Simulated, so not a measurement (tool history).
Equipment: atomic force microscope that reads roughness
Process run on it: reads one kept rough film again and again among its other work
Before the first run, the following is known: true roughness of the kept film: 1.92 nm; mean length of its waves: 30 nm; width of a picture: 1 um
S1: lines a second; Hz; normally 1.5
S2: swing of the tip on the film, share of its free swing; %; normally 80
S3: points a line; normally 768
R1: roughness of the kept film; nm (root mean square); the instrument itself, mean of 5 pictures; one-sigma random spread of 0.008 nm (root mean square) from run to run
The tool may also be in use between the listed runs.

run 1 day=0 | S1=1.5 S2=80 S3=768 | R1=1.53
-- day=0.654 new tip fitted
run 2 day=2.038 | S1=1.5 S2=80 S3=768 | R1=1.649
-- day=4.112 new tip fitted
run 3 day=4.321 | S1=1.5 S2=80 S3=768 | R1=1.735
run 4 day=6.275 | S1=1.5 S2=80 S3=768 | R1=1.593
-- day=7.65 new tip fitted
run 5 day=8.033 | S1=1.5 S2=80 S3=551 | R1=1.724
run 6 day=10.196 | S1=0.74 S2=80 S3=948 | R1=1.617
-- day=11.167 new tip fitted
run 7 day=12.746 | S1=1.5 S2=64 S3=311 | R1=1.682
run 8 day=14.054 | S1=1.82 S2=80 S3=375 | R1=1.526
-- day=14.65 new tip fitted
run 9 day=15.754 | S1=2.99 S2=80 S3=865 | R1=1.579
run 10 day=17.775 | S1=0.89 S2=83 S3=1016 | R1=1.549

Branching from run 10: 5 alternative next runs. What would each branch give?
-- day=18.271 new tip fitted
run A day=19.758 | S1=1.45 S2=83 S3=944 | R1=?
-- day=18.271 new tip fitted
run B day=19.758 | S1=1.5 S2=80 S3=923 | R1=?
-- day=18.271 new tip fitted
run C day=19.758 | S1=1.5 S2=87 S3=621 | R1=?
-- day=18.271 new tip fitted
run D day=19.758 | S1=1.29 S2=74 S3=454 | R1=?
-- day=18.271 new tip fitted
run E day=19.758 | S1=1.5 S2=74 S3=768 | R1=?

run=A R1=1.626
run=B R1=1.64
run=C R1=1.609
run=D R1=1.677
run=E R1=1.653
The same runs, with their run-to-run variation unchanged, on a tool lacking any hidden condition would have given:
run=A R1=1.732
run=B R1=1.746
run=C R1=1.713
run=D R1=1.785
run=E R1=1.76

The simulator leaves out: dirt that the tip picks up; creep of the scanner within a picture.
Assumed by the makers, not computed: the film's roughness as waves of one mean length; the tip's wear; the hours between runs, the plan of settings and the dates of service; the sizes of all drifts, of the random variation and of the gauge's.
